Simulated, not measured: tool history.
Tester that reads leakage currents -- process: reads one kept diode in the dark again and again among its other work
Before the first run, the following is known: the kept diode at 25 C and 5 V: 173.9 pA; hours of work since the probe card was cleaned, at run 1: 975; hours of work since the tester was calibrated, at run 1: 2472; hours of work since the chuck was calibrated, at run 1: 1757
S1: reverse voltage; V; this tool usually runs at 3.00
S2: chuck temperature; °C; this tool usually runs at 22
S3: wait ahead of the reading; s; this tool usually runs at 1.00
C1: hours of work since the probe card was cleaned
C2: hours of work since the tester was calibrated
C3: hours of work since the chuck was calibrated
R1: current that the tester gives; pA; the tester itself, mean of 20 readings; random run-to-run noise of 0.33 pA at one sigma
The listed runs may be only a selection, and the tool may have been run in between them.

| run | hour | S1 | S2 | S3 | C1 | C2 | C3 | R1 |
|---|---|---|---|---|---|---|---|---|
| 1 | 0.0 | 3.00 | 22 | 1.00 | 975 | 2472 | 1757 | 103.22 |
| 2 | 130.3 | 3.00 | 35 | 1.00 | 1056 | 2553 | 1837 | 276.06 |
| 3 | 242.7 | 3.00 | 35 | 1.00 | 1126 | 2623 | 1907 | 275.83 |
| 4 | 327.9 | 3.00 | 35 | 1.00 | 1178 | 2675 | 1960 | 275.72 |
| 5 | 401.2 | 3.00 | 35 | 0.60 | 1224 | 2721 | 2005 | 276.19 |
| 6 | 490.3 | 3.00 | 35 | 0.60 | 1279 | 2776 | 2060 | 275.59 |
| 7 | 572.5 | 3.00 | 35 | 0.60 | 1330 | 2827 | 2111 | 277.23 |
|  | 663.4 | chuck's temperature calibrated |
| 8 | 718.2 | 8.18 | 22 | 1.00 | 1419 | 2916 | 34 | 156.80 |
| 9 | 843.4 | 3.00 | 22 | 0.97 | 1497 | 2994 | 112 | 98.00 |
| 10 | 974.1 | 16.98 | 22 | 0.97 | 1577 | 3074 | 192 | 221.52 |
|  | 1059.6 | chuck's temperature calibrated, once more |
| 11 | 1090.2 | 3.00 | 22 | 1.00 | 1648 | 3145 | 19 | 113.14 |
| 12 | 1177.4 | 3.00 | 22 | 1.00 | 1702 | 3199 | 73 | 113.13 |
| 13 | 1280.2 | 3.00 | 45 | 1.00 | 1766 | 3263 | 137 | 605.33 |
| 14 | 1416.9 | 3.00 | 22 | 1.00 | 1851 | 3348 | 221 | 111.77 |
| 15 | 1519.0 | 4.73 | 47 | 1.00 | 1914 | 3411 | 285 | 847.67 |
| 16 | 1581.0 | 17.01 | 22 | 0.64 | 1952 | 3449 | 323 | 259.78 |
| 17 | 1666.9 | 17.01 | 22 | 0.64 | 2005 | 3502 | 376 | 257.89 |
| 18 | 1729.3 | 17.01 | 30 | 0.64 | 2044 | 3541 | 415 | 462.39 |
| 19 | 1859.7 | 17.01 | 30 | 0.64 | 2125 | 3622 | 496 | 461.65 |
| 20 | 1939.2 | 17.01 | 30 | 0.64 | 2174 | 3671 | 545 | 460.33 |
| 21 | 2030.4 | 3.00 | 30 | 1.41 | 2230 | 3727 | 601 | 202.32 |
| 22 | 2122.4 | 1.61 | 22 | 1.00 | 2287 | 3784 | 658 | 82.77 |
| 23 | 2239.7 | 2.11 | 22 | 0.99 | 2360 | 3857 | 731 | 93.82 |
| 24 | 2304.3 | 2.11 | 22 | 0.99 | 2400 | 3897 | 771 | 93.31 |
| 25 | 2392.6 | 1.56 | 52 | 0.79 | 2455 | 3952 | 826 | 703.44 |
| 26 | 2451.5 | 1.56 | 52 | 0.79 | 2491 | 3988 | 862 | 701.28 |
| 27 | 2585.8 | 1.19 | 28 | 1.52 | 2574 | 4071 | 945 | 113.05 |
| 28 | 2649.2 | 10.76 | 22 | 3.35 | 2614 | 4111 | 985 | 199.12 |

A few steps of R1 between consecutive runs. Split each: what settings, incoming material and random variation would produce without the hidden state, and what is left over for the hidden state, along with gauge scatter present in only one of the two compared results (measured, and without hidden state):
The hidden state here: stray current of the dirty probe card, pA a volt; current scale over the true one, %; true chuck temperature over the reading, C; drift of the gauge itself on leakage_pa, %.
Run 1 -> 2: S2 22 -> 35. R1 +172.84 pA: hidden state -12.12, all else +184.96.
Run 10 -> 11: S1 16.98 -> 3.00, S3 0.97 -> 1.00, chuck's temperature calibrated, once more. R1 -108.38 pA: hidden state +25.94, all else -134.32.
Run 14 -> 15: S1 3.00 -> 4.73, S2 22 -> 47. R1 +735.90 pA: hidden state +1.81, all else +734.09.
Run 24 -> 25: S1 2.11 -> 1.56, S2 22 -> 52, S3 0.99 -> 0.79. R1 +610.13 pA: hidden state -11.51, all else +621.64.

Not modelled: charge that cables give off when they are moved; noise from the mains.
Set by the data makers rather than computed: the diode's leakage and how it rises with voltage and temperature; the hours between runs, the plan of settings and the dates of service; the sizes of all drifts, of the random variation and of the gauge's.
